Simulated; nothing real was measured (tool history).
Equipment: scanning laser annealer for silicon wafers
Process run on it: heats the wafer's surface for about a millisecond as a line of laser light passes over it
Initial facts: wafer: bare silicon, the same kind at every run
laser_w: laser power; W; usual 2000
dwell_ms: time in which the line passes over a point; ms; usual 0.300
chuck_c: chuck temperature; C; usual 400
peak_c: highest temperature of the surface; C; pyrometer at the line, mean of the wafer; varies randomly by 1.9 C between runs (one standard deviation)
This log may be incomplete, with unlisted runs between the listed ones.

run 1 hour=0.0 | laser_w=2000 dwell_ms=0.300 chuck_c=400 | peak_c=1128
run 2 hour=4.5 | laser_w=2000 dwell_ms=0.300 chuck_c=400 | peak_c=1134
run 3 hour=12.2 | laser_w=2000 dwell_ms=0.300 chuck_c=400 | peak_c=1130
run 4 hour=20.9 | laser_w=2000 dwell_ms=0.300 chuck_c=400 | peak_c=1126
run 5 hour=31.7 | laser_w=2000 dwell_ms=0.300 chuck_c=387 | peak_c=1116
run 6 hour=42.8 | laser_w=2000 dwell_ms=0.300 chuck_c=400 | peak_c=1129
run 7 hour=48.9 | laser_w=2000 dwell_ms=0.300 chuck_c=400 | peak_c=1128
run 8 hour=61.3 | laser_w=2000 dwell_ms=0.300 chuck_c=400 | peak_c=1183
run 9 hour=67.2 | laser_w=2000 dwell_ms=0.241 chuck_c=414 | peak_c=1104
run 10 hour=75.3 | laser_w=2000 dwell_ms=0.241 chuck_c=414 | peak_c=1103
run 11 hour=83.9 | laser_w=2000 dwell_ms=0.241 chuck_c=414 | peak_c=1105
run 12 hour=90.3 | laser_w=1861 dwell_ms=0.262 chuck_c=398 | peak_c=1053
run 13 hour=101.2 | laser_w=1861 dwell_ms=0.373 chuck_c=434 | peak_c=1243
run 14 hour=106.8 | laser_w=1870 dwell_ms=0.300 chuck_c=400 | peak_c=1115
run 15 hour=112.4 | laser_w=1870 dwell_ms=0.300 chuck_c=400 | peak_c=1116

Not shown here: 1 entry made in the log between runs. Locate each between two listed runs and compare the hidden state at the listed run before it with the hidden state at the listed run after it:
Logged between run 7 and run 8: window over the wafer cleaned (hour 59.9)
  light that passes the window, % of a clean one's: 94.41 -> 99.8; width of the line over the set one, %: 3.28 -> 3.29
  measured minus no-state result, peak_c: -79 -> -24 C
